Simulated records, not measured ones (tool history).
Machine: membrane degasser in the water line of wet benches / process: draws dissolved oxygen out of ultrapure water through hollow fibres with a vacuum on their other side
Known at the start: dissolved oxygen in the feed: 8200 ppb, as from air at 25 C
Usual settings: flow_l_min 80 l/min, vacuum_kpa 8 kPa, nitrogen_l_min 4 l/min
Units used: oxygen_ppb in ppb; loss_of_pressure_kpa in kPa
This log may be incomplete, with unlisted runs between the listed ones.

run 1 day=0 | flow_l_min=80 vacuum_kpa=8 nitrogen_l_min=4 | oxygen_ppb=217 loss_of_pressure_kpa=31.12
run 2 day=8.012 | flow_l_min=80 vacuum_kpa=8 nitrogen_l_min=4 | oxygen_ppb=216.4 loss_of_pressure_kpa=30.99
run 3 day=17.342 | flow_l_min=80 vacuum_kpa=8 nitrogen_l_min=4 | oxygen_ppb=217.7 loss_of_pressure_kpa=30.72
run 4 day=26.75 | flow_l_min=80 vacuum_kpa=9.75 nitrogen_l_min=4 | oxygen_ppb=293.2 loss_of_pressure_kpa=30.82
run 5 day=36.079 | flow_l_min=80 vacuum_kpa=9.75 nitrogen_l_min=4 | oxygen_ppb=290.5 loss_of_pressure_kpa=30.74
run 6 day=42.788 | flow_l_min=80 vacuum_kpa=9.75 nitrogen_l_min=4 | oxygen_ppb=292.3 loss_of_pressure_kpa=30.74
run 7 day=48.658 | flow_l_min=80 vacuum_kpa=9.75 nitrogen_l_min=4 | oxygen_ppb=291.2 loss_of_pressure_kpa=30.89
run 8 day=55.429 | flow_l_min=80 vacuum_kpa=9.75 nitrogen_l_min=4 | oxygen_ppb=291.7 loss_of_pressure_kpa=31.29
run 9 day=66.033 | flow_l_min=80 vacuum_kpa=6.17 nitrogen_l_min=4 | oxygen_ppb=140.4 loss_of_pressure_kpa=31.21
run 10 day=70.558 | flow_l_min=80 vacuum_kpa=6.17 nitrogen_l_min=4 | oxygen_ppb=140.3 loss_of_pressure_kpa=31.28
run 11 day=77.962 | flow_l_min=80 vacuum_kpa=6.17 nitrogen_l_min=11.58 | oxygen_ppb=56.4 loss_of_pressure_kpa=30.92
run 12 day=87.571 | flow_l_min=80 vacuum_kpa=6.17 nitrogen_l_min=11.58 | oxygen_ppb=56.7 loss_of_pressure_kpa=30.65
-- day=89.812 vacuum gauge calibrated
run 13 day=94.3 | flow_l_min=80 vacuum_kpa=6.17 nitrogen_l_min=11.58 | oxygen_ppb=55.3 loss_of_pressure_kpa=31.09
run 14 day=98.896 | flow_l_min=80 vacuum_kpa=19.51 nitrogen_l_min=4 | oxygen_ppb=678.5 loss_of_pressure_kpa=31.14
run 15 day=105.146 | flow_l_min=80 vacuum_kpa=19.51 nitrogen_l_min=4 | oxygen_ppb=681.3 loss_of_pressure_kpa=31.36
run 16 day=109.462 | flow_l_min=80 vacuum_kpa=9.36 nitrogen_l_min=2.31 | oxygen_ppb=430 loss_of_pressure_kpa=31.16
run 17 day=116.942 | flow_l_min=80 vacuum_kpa=8.44 nitrogen_l_min=2.85 | oxygen_ppb=313.1 loss_of_pressure_kpa=31.16

Predict the results of run 18:
run 18 day=126.096 | flow_l_min=80 vacuum_kpa=8.44 nitrogen_l_min=2.85 | oxygen_ppb=? loss_of_pressure_kpa=?

{"run 18": {"oxygen_ppb": 314.3, "loss_of_pressure_kpa": 31.45}}
Take away the tool's hidden state, keep the run-to-run variation as it was, and the same run would have given oxygen_ppb 310.2 ppb, loss_of_pressure_kpa 30.63 kPa.
